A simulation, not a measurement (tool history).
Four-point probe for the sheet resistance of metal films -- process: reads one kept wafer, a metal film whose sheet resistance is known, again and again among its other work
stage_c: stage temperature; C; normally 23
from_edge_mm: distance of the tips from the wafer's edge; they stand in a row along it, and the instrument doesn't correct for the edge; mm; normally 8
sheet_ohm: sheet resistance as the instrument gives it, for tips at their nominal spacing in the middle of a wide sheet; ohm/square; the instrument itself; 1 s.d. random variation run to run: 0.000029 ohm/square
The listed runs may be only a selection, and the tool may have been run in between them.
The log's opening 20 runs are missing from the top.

| run | hour | stage_c | from_edge_mm | sheet_ohm |
|---|---|---|---|---|
| 21 | 1003.2 | 21 | 12 | 0.145097 |
| 22 | 1060 | 21 | 12 | 0.145181 |
| 23 | 1095.9 | 23 | 6 | 0.14659 |
| 24 | 1127.2 | 20 | 5 | 0.147733 |
| 25 | 1188 | 20 | 29 | 0.144813 |
| 26 | 1220.1 | 31 | 19 | 0.144073 |
| 27 | 1252 | 21 | 54 | 0.144631 |
| 28 | 1308.2 | 21 | 54 | 0.144674 |
| 29 | 1361.3 | 24 | 54 | 0.14447 |
| 30 | 1400.8 | 32 | 54 | 0.143852 |
| 31 | 1465.2 | 25 | 55 | 0.144379 |
| 32 | 1520.3 | 25 | 55 | 0.144444 |
| 33 | 1553.3 | 25 | 55 | 0.144405 |
| 34 | 1621.7 | 31 | 33 | 0.144058 |
| 35 | 1673.6 | 22 | 8 | 0.145937 |
| 36 | 1713.8 | 19 | 10 | 0.145688 |
| 37 | 1763.5 | 23 | 70 | 0.144643 |
| 38 | 1831.5 | 20 | 28 | 0.144944 |
| 39 | 1880.3 | 20 | 28 | 0.144919 |
| 40 | 1938.9 | 20 | 28 | 0.145 |
| 41 | 1982.3 | 20 | 28 | 0.144987 |
| 42 | 2052.6 | 24 | 10 | 0.14542 |
| 43 | 2096.8 | 24 | 10 | 0.145371 |
| 44 | 2160.1 | 27 | 62 | 0.144422 |

Consider 4 possible next runs. They are alternatives, not a sequence: every one starts from the tool as it was left by run 44. What does each give?
| A | 2219.3 | 18 | 8 | ? |
| B | 2219.3 | 27 | 10 | ? |
| C | 2219.3 | 31 | 7 | ? |
| D | 2219.3 | 19 | 11 | ? |

| run | sheet_ohm |
|---|---|
| A | 0.1463 |
| B | 0.145143 |
| C | 0.145724 |
| D | 0.14566 |
The same runs, with their run-to-run variation unchanged, on a tool lacking any hidden condition would have given:
| run | sheet_ohm |
|---|---|
| A | 0.146272 |
| B | 0.14512 |
| C | 0.145703 |
| D | 0.145633 |

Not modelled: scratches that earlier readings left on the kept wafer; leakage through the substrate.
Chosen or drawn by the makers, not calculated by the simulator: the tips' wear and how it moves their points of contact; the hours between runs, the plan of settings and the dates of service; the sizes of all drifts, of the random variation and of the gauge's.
